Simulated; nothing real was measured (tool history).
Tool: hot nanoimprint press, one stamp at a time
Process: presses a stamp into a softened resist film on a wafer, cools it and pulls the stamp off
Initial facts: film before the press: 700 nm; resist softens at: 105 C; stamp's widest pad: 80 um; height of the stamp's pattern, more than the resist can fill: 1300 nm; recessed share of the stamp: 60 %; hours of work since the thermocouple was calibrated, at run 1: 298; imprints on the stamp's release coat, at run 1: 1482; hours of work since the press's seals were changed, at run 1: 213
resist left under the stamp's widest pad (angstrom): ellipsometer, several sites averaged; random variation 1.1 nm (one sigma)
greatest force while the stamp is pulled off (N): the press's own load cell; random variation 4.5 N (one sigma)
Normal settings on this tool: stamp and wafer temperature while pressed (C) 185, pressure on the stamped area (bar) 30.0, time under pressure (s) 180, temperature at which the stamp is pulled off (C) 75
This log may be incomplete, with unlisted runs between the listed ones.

run	day	stamp and wafer temperature while pressed (C)	pressure on the stamped area (bar)	time under pressure (s)	temperature at which the stamp is pulled off (C)	hours of work since the thermocouple was calibrated	imprints on the stamp's release coat	hours of work since the press's seals were changed	resist left under the stamp's widest pad (angstrom)	greatest force while the stamp is pulled off (N)
1	0.000	185	30.0	180	75	298	1482	213	3101	287
2	0.362	185	25.6	180	75	303	1518	218	3373	285
3	0.583	185	25.6	180	72	306	1540	221	3372	285
4	0.917	185	30.0	180	75	311	1573	226	3111	278
5	1.183	185	30.0	180	75	315	1600	229	3097	292
6	1.479	185	30.0	180	75	319	1629	233	3103	300
7	1.746	192	30.0	180	75	322	1656	237	2600	291
8	2.138	192	30.0	180	75	328	1695	243	2586	296
9	2.633	185	30.0	95	75	335	1745	250	3791	298
10	3.146	185	30.0	95	75	342	1795	257	3815	300
11	3.425	185	30.0	95	75	346	1824	260	3805	300
12	3.854	185	30.0	95	75	352	1866	266	3819	297
13	4.121	185	30.0	95	75	355	1893	270	3832	292
14	4.408	188	30.0	95	75	359	1921	274	3585	302
15	4.650	188	30.0	95	75	363	1945	277	3558	299
16	4.925	188	19.2	134	75	366	1973	281	3983	312
# day 5.404: stamp cleaned and given a new release coat
17	5.471	181	31.2	134	75	370	6	285	3757	223
18	5.775	193	46.5	185	75	375	37	290	1949	226
19	6.238	193	46.5	185	75	381	83	296	1955	226
20	6.567	197	19.0	347	80	386	116	301	2372	217
21	6.958	197	19.0	347	80	391	155	306	2384	213
22	7.200	185	30.0	188	69	394	179	309	3100	235

Forecast run 23:
23	7.621	180	31.7	216	70	400	221	315	?	?

Run 23 yielded resist left under the stamp's widest pad (angstrom) 3270, greatest force while the stamp is pulled off (N) 243.
With the hidden condition absent and the run-to-run variation left alone, this run would have shown resist left under the stamp's widest pad (angstrom) 3162, greatest force while the stamp is pulled off (N) 232.
